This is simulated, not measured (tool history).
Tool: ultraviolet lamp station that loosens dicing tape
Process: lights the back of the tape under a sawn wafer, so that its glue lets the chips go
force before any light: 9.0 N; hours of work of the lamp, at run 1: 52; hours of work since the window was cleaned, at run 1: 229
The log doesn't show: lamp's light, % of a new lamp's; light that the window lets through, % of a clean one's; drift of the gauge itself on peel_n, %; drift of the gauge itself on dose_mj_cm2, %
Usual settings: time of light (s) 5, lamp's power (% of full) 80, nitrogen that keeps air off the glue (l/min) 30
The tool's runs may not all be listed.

run	hour	time of light (s)	lamp's power (% of full)	nitrogen that keeps air off the glue (l/min)	hours of work of the lamp	hours of work since the window was cleaned	force that peels the tape off (N)	light that reached the tape (mJ/cm²)
1	0.0	5	80	30	52	229	0.624	471
2	15.1	3	80	30	60	236	1.665	275
3	25.2	5	80	26	65	242	0.686	454
4	37.7	5	80	26	71	248	0.685	459
5	45.3	5	80	26	75	252	0.679	462
6	56.4	5	80	21	80	257	0.883	463
7	73.8	5	87	30	89	266	0.497	502
8	81.4	5	87	30	93	270	0.490	500
9	97.1	5	80	30	101	278	0.602	464
10	108.8	5	80	30	107	283	0.591	463
11	117.5	5	80	30	111	288	0.618	454
12	126.5	3	80	55	116	292	1.102	280
13	144.6	3	80	14	125	301	2.609	276
14	152.8	3	80	14	129	306	2.639	275
15	164.0	3	80	14	134	311	2.722	277
16	181.7	8	66	39	143	320	0.235	607
17	189.9	4	73	30	147	324	1.204	336
18	201.8	8	80	30	153	330	0.187	736
19	215.1	5	74	30	160	337	0.709	426
20	223.6	5	80	20	164	341	0.871	463
21	231.5	5	71	55	168	345	0.450	408
22	247.0	5	71	55	176	353	0.469	414

3 ways to go on from here, each from the tool as it stands after run 22. What would each give?
A	264.9	8	61	23	185	362	?	?
B	264.9	6	93	33	185	362	?	?
C	264.9	5	80	22	185	362	?	?

run	force that peels the tape off (N)	light that reached the tape (mJ/cm²)
A	0.488	560
B	0.244	645
C	0.821	462
Without the tool's hidden state the same runs would have given:
run	force that peels the tape off (N)	light that reached the tape (mJ/cm²)
A	0.487	560
B	0.244	646
C	0.820	463
